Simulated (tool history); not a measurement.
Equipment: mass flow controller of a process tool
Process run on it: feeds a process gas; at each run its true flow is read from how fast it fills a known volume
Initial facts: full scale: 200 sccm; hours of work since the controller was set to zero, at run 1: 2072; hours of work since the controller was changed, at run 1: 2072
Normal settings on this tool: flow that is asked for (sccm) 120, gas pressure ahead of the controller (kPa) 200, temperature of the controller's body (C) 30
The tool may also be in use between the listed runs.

| run | day | flow that is asked for (sccm) | gas pressure ahead of the controller (kPa) | temperature of the controller's body (C) | hours of work since the controller was set to zero | hours of work since the controller was changed | true flow (%) |
|---|---|---|---|---|---|---|---|
| 1 | 0.000 | 120 | 200 | 30 | 2072 | 2072 | 98.84 |
| 2 | 3.758 | 120 | 200 | 30 | 2123 | 2123 | 98.78 |
| 3 | 6.229 | 120 | 200 | 26 | 2157 | 2157 | 98.72 |
| 4 | 9.462 | 120 | 200 | 30 | 2202 | 2202 | 98.91 |
| 5 | 11.883 | 120 | 200 | 30 | 2235 | 2235 | 98.91 |
| 6 | 15.421 | 120 | 200 | 30 | 2284 | 2284 | 98.87 |
| 7 | 20.475 | 120 | 200 | 30 | 2354 | 2354 | 98.79 |
| 8 | 25.817 | 120 | 200 | 30 | 2427 | 2427 | 98.86 |
| 9 | 28.454 | 120 | 200 | 30 | 2464 | 2464 | 98.56 |
| 10 | 32.550 | 120 | 152 | 30 | 2520 | 2520 | 99.16 |
| 11 | 35.917 | 120 | 152 | 30 | 2566 | 2566 | 98.96 |
| 12 | 41.875 | 71 | 200 | 30 | 2649 | 2649 | 98.69 |
| 13 | 46.688 | 120 | 164 | 30 | 2715 | 2715 | 98.81 |
| 14 | 52.367 | 120 | 278 | 30 | 2793 | 2793 | 98.23 |
| 15 | 58.342 | 120 | 200 | 30 | 2875 | 2875 | 98.65 |
| 16 | 63.733 | 120 | 200 | 30 | 2950 | 2950 | 98.70 |
| 17 | 67.346 | 120 | 200 | 30 | 2999 | 2999 | 98.57 |
| 18 | 73.012 | 120 | 198 | 30 | 3077 | 3077 | 98.57 |
| 19 | 76.121 | 120 | 198 | 30 | 3120 | 3120 | 98.67 |
| 20 | 78.775 | 120 | 198 | 30 | 3157 | 3157 | 98.47 |
| 21 | 81.883 | 35 | 198 | 30 | 3200 | 3200 | 100.07 |
| 22 | 86.962 | 35 | 198 | 30 | 3270 | 3270 | 100.05 |
| 23 | 92.071 | 31 | 200 | 30 | 3340 | 3340 | 100.43 |
| 24 | 95.988 | 188 | 275 | 30 | 3394 | 3394 | 98.44 |
| 25 | 101.346 | 188 | 275 | 38 | 3468 | 3468 | 98.80 |
| 26 | 104.738 | 188 | 275 | 38 | 3515 | 3515 | 98.64 |
| 27 | 110.429 | 144 | 275 | 36 | 3593 | 3593 | 98.25 |
| 28 | 114.833 | 167 | 150 | 37 | 3654 | 3654 | 99.21 |
| 29 | 120.438 | 96 | 239 | 37 | 3731 | 3731 | 98.45 |
| 30 | 125.075 | 22 | 211 | 27 | 3795 | 3795 | 102.27 |
| 31 | 130.104 | 22 | 198 | 35 | 3864 | 3864 | 102.68 |
| 32 | 134.571 | 36 | 198 | 21 | 3926 | 3926 | 99.87 |
| 33 | 136.992 | 36 | 198 | 21 | 3959 | 3959 | 99.82 |
| 34 | 141.917 | 116 | 250 | 24 | 4027 | 4027 | 97.84 |
| 35 | 144.650 | 75 | 250 | 28 | 4064 | 4064 | 98.20 |
| 36 | 149.138 | 169 | 190 | 25 | 4126 | 4126 | 98.28 |
| 37 | 154.379 | 169 | 150 | 40 | 4198 | 4198 | 98.98 |
| 38 | 157.471 | 26 | 266 | 22 | 4241 | 4241 | 101.12 |
| 39 | 160.021 | 69 | 180 | 34 | 4276 | 4276 | 98.84 |
| 40 | 164.458 | 54 | 182 | 30 | 4337 | 4337 | 99.07 |
| 41 | 169.779 | 120 | 191 | 30 | 4411 | 4411 | 98.36 |
| 42 | 173.546 | 69 | 164 | 36 | 4463 | 4463 | 98.98 |
| 43 | 178.162 | 118 | 248 | 37 | 4526 | 4526 | 98.10 |

Some steps in true flow (%), run to run, broken into two amounts with sign: the step expected even without the hidden condition (settings, incoming material, random variation), and the rest, left for the hidden condition together with whatever gauge scatter is not in both the measured and the hidden-condition-free result:
The hidden state here: flow at rest that the sensor doesn't see, % of full scale; true flow over the shown one, %; drift of the gauge itself on true_pct, %.
Run 29 -> 30: flow that is asked for (sccm) 96 -> 22, gas pressure ahead of the controller (kPa) 239 -> 211, temperature of the controller's body (C) 37 -> 27. true flow (%) +3.82: hidden state +4.89, all else -1.07.
Run 31 -> 32: flow that is asked for (sccm) 22 -> 36, temperature of the controller's body (C) 35 -> 21. true flow (%) -2.81: hidden state -2.49, all else -0.32.
Run 37 -> 38: flow that is asked for (sccm) 169 -> 26, gas pressure ahead of the controller (kPa) 150 -> 266, temperature of the controller's body (C) 40 -> 22. true flow (%) +2.14: hidden state +5.04, all else -2.90.
Run 38 -> 39: flow that is asked for (sccm) 26 -> 69, gas pressure ahead of the controller (kPa) 266 -> 180, temperature of the controller's body (C) 22 -> 34. true flow (%) -2.28: hidden state -3.72, all else +1.44.
